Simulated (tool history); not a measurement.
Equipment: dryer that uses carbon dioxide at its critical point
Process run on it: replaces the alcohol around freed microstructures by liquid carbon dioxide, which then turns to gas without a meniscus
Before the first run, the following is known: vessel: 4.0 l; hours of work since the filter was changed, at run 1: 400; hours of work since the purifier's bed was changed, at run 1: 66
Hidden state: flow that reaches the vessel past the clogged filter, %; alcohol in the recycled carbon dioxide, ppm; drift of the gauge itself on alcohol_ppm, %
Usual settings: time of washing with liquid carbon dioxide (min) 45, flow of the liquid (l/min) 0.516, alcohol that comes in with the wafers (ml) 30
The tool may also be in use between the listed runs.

| run | hour | time of washing with liquid carbon dioxide (min) | flow of the liquid (l/min) | alcohol that comes in with the wafers (ml) | hours of work since the filter was changed | hours of work since the purifier's bed was changed | alcohol left in the vessel before it's heated (ppm by volume) |
|---|---|---|---|---|---|---|---|
| 1 | 0.0 | 45 | 0.516 | 30 | 400 | 66 | 86 |
| 2 | 57.5 | 45 | 0.516 | 30 | 422 | 88 | 79 |
| 3 | 88.4 | 45 | 0.516 | 30 | 434 | 100 | 96 |
| 4 | 138.1 | 30 | 0.516 | 30 | 453 | 120 | 365 |
| 5 | 196.3 | 45 | 0.553 | 30 | 476 | 142 | 80 |
| 6 | 232.4 | 45 | 0.553 | 30 | 490 | 156 | 91 |
| 7 | 279.3 | 45 | 0.553 | 30 | 509 | 175 | 90 |
|  | 322.1 | inlet filter changed |
| 8 | 336.7 | 45 | 0.553 | 30 | 6 | 197 | 88 |
| 9 | 386.9 | 45 | 0.553 | 30 | 25 | 216 | 85 |
| 10 | 427.3 | 45 | 0.553 | 30 | 41 | 232 | 96 |
| 11 | 465.8 | 45 | 0.867 | 30 | 56 | 247 | 49 |
| 12 | 530.3 | 45 | 0.516 | 30 | 81 | 272 | 110 |
| 13 | 576.2 | 45 | 0.516 | 30 | 99 | 290 | 111 |
| 14 | 627.2 | 45 | 0.516 | 30 | 119 | 310 | 126 |
| 15 | 691.9 | 57 | 0.516 | 30 | 144 | 335 | 96 |
| 16 | 742.9 | 57 | 0.516 | 30 | 164 | 355 | 87 |
| 17 | 801.5 | 45 | 0.516 | 114 | 187 | 378 | 299 |
| 18 | 830.0 | 45 | 0.516 | 114 | 198 | 389 | 311 |
| 19 | 895.9 | 45 | 0.516 | 114 | 223 | 414 | 319 |
| 20 | 965.7 | 45 | 0.516 | 114 | 251 | 441 | 319 |
| 21 | 996.3 | 45 | 0.516 | 114 | 263 | 453 | 329 |
| 22 | 1044.5 | 28 | 0.481 | 67 | 281 | 472 | 1177 |
| 23 | 1083.2 | 47 | 0.741 | 67 | 296 | 487 | 108 |
| 24 | 1147.7 | 45 | 0.804 | 30 | 321 | 512 | 105 |
| 25 | 1200.0 | 45 | 0.483 | 85 | 342 | 533 | 360 |
| 26 | 1265.1 | 56 | 0.516 | 97 | 367 | 558 | 178 |
| 27 | 1330.4 | 56 | 0.516 | 97 | 393 | 584 | 192 |
| 28 | 1378.2 | 45 | 0.485 | 30 | 411 | 602 | 204 |
| 29 | 1437.6 | 51 | 0.581 | 42 | 434 | 625 | 157 |
| 30 | 1473.1 | 44 | 0.554 | 68 | 448 | 639 | 250 |
| 31 | 1536.9 | 44 | 0.554 | 68 | 473 | 664 | 249 |
| 32 | 1601.1 | 44 | 0.554 | 68 | 498 | 689 | 261 |
| 33 | 1666.8 | 32 | 0.554 | 99 | 524 | 715 | 849 |

What if the next run were any one of these 3? Each begins from the tool's condition after run 33:
|  | 1671.6 | inlet filter changed |
| A | 1732.1 | 45 | 0.359 | 58 | 24 | 740 | ? |
|  | 1671.6 | inlet filter changed |
| B | 1732.1 | 32 | 0.656 | 99 | 24 | 740 | ? |
|  | 1671.6 | inlet filter changed |
| C | 1732.1 | 45 | 0.516 | 26 | 24 | 740 | ? |

| run | alcohol left in the vessel before it's heated (ppm by volume) |
|---|---|
| A | 615 |
| B | 418 |
| C | 194 |
What these runs would have given with no unlogged condition in the tool:
| run | alcohol left in the vessel before it's heated (ppm by volume) |
|---|---|
| A | 472 |
| B | 275 |
| C | 57 |

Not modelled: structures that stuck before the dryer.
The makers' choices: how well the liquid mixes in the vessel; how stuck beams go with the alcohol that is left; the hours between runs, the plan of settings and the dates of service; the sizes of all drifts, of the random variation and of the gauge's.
